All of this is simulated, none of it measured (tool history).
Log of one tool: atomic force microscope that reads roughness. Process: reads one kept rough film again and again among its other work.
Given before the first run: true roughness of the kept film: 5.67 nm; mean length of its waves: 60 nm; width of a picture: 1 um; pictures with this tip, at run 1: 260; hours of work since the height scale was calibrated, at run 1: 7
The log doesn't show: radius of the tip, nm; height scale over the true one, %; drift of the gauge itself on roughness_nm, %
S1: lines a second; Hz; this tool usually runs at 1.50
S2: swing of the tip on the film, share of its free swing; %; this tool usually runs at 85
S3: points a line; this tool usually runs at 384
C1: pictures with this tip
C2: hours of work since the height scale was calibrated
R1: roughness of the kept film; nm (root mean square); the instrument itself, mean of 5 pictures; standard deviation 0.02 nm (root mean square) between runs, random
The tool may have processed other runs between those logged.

Run 1, day 0.000: usual settings; C1 260; C2 7. Result: R1 4.790 nm (root mean square).
Run 2, day 0.733: usual settings but S1 0.52 Hz; C1 292; C2 17. Result: R1 5.107 nm (root mean square).
Run 3, day 1.492: usual settings; C1 324; C2 27. Result: R1 4.727 nm (root mean square).
At day 1.696: new tip fitted.
Run 4, day 2.088: usual settings but S1 0.53 Hz; C1 17; C2 34. Result: R1 5.278 nm (root mean square).
Run 5, day 2.808: usual settings but S1 0.53 Hz; C1 48; C2 44. Result: R1 5.281 nm (root mean square).
Run 6, day 3.900: usual settings; C1 95; C2 58. Result: R1 4.922 nm (root mean square).
Run 7, day 5.054: usual settings; C1 145; C2 73. Result: R1 4.876 nm (root mean square).
Run 8, day 6.075: usual settings; C1 189; C2 87. Result: R1 4.870 nm (root mean square).
Run 9, day 7.346: usual settings but S1 0.61 Hz; C1 243; C2 103. Result: R1 5.061 nm (root mean square).
Run 10, day 8.221: usual settings but S1 0.61 Hz; C1 281; C2 115. Result: R1 5.046 nm (root mean square).
Run 11, day 9.300: usual settings but S3 763; C1 327; C2 129. Result: R1 4.743 nm (root mean square).
At day 9.404: new tip fitted.
Run 12, day 10.312: usual settings; C1 39; C2 142. Result: R1 4.928 nm (root mean square).
Run 13, day 11.212: usual settings; C1 77; C2 154. Result: R1 4.949 nm (root mean square).
Run 14, day 12.017: usual settings but S1 2.07 Hz; C1 112; C2 164. Result: R1 4.704 nm (root mean square).
Run 15, day 13.275: usual settings; C1 166; C2 181. Result: R1 4.846 nm (root mean square).
Run 16, day 13.962: usual settings; C1 196; C2 190. Result: R1 4.814 nm (root mean square).
Run 17, day 14.883: usual settings but S1 1.04 Hz, S2 79 %; C1 235; C2 202. Result: R1 5.043 nm (root mean square).
Run 18, day 15.871: usual settings but S1 1.26 Hz, S2 82 %; C1 277; C2 215. Result: R1 4.890 nm (root mean square).
Run 19, day 16.492: usual settings but S1 1.26 Hz, S2 82 %; C1 304; C2 223. Result: R1 4.871 nm (root mean square).
Run 20, day 17.046: usual settings but S1 0.59 Hz, S2 79 %, S3 455; C1 328; C2 230. Result: R1 5.049 nm (root mean square).
At day 17.183: new tip fitted.
At day 17.225: height scale calibrated on a step standard.
Run 21, day 17.921: usual settings but S1 0.59 Hz, S2 79 %, S3 455; C1 30; C2 9. Result: R1 5.288 nm (root mean square).
Run 22, day 18.654: usual settings but S1 0.59 Hz, S2 79 %, S3 455; C1 61; C2 19. Result: R1 5.279 nm (root mean square).
Run 23, day 19.867: usual settings but S1 3.92 Hz, S2 57 %, S3 455; C1 114; C2 35. Result: R1 5.063 nm (root mean square).
Run 24, day 20.529: usual settings but S1 3.92 Hz, S2 57 %, S3 455; C1 142; C2 43. Result: R1 5.067 nm (root mean square).
Run 25, day 21.212: usual settings but S1 1.84 Hz, S2 74 %, S3 527; C1 171; C2 52. Result: R1 4.966 nm (root mean square).
Run 26, day 21.833: usual settings but S1 1.84 Hz, S2 74 %, S3 527; C1 198; C2 60. Result: R1 4.932 nm (root mean square).
Run 27, day 22.483: usual settings but S1 1.08 Hz, S2 82 %, S3 370; C1 226; C2 69. Result: R1 4.978 nm (root mean square).
Run 28, day 23.279: usual settings but S1 2.14 Hz, S2 72 %, S3 370; C1 260; C2 79. Result: R1 4.891 nm (root mean square).
At day 23.650: height scale calibrated on a step standard, once more.
Run 29, day 24.462: usual settings but S1 3.25 Hz, S2 73 %, S3 332; C1 309; C2 11. Result: R1 4.698 nm (root mean square).
At day 25.025: new tip fitted.
Run 30, day 25.525: usual settings but S1 3.25 Hz, S2 73 %, S3 332; C1 22; C2 24. Result: R1 4.879 nm (root mean square).
Run 31, day 26.083: usual settings but S1 0.76 Hz, S2 90 %; C1 46; C2 32. Result: R1 5.162 nm (root mean square).
Run 32, day 27.342: usual settings but S1 1.80 Hz; C1 100; C2 48. Result: R1 4.810 nm (root mean square).

3 ways to go on from here, each from the tool as it stands after run 32. What would each give?
Run A, day 28.317: usual settings but S1 1.52 Hz, S2 57 %, S3 394; C1 142; C2 61. Result: R1 ?.
Run B, day 28.317: usual settings but S1 1.80 Hz, S2 87 %; C1 142; C2 61. Result: R1 ?.
Run C, day 28.317: usual settings but S1 1.80 Hz, S2 56 %; C1 142; C2 61. Result: R1 ?.

run     R1
  A  5.249
  B  4.750
  C  5.195
The same runs, with their run-to-run variation unchanged, on a tool lacking any hidden condition would have given:
run     R1
  A  5.367
  B  4.857
  C  5.311
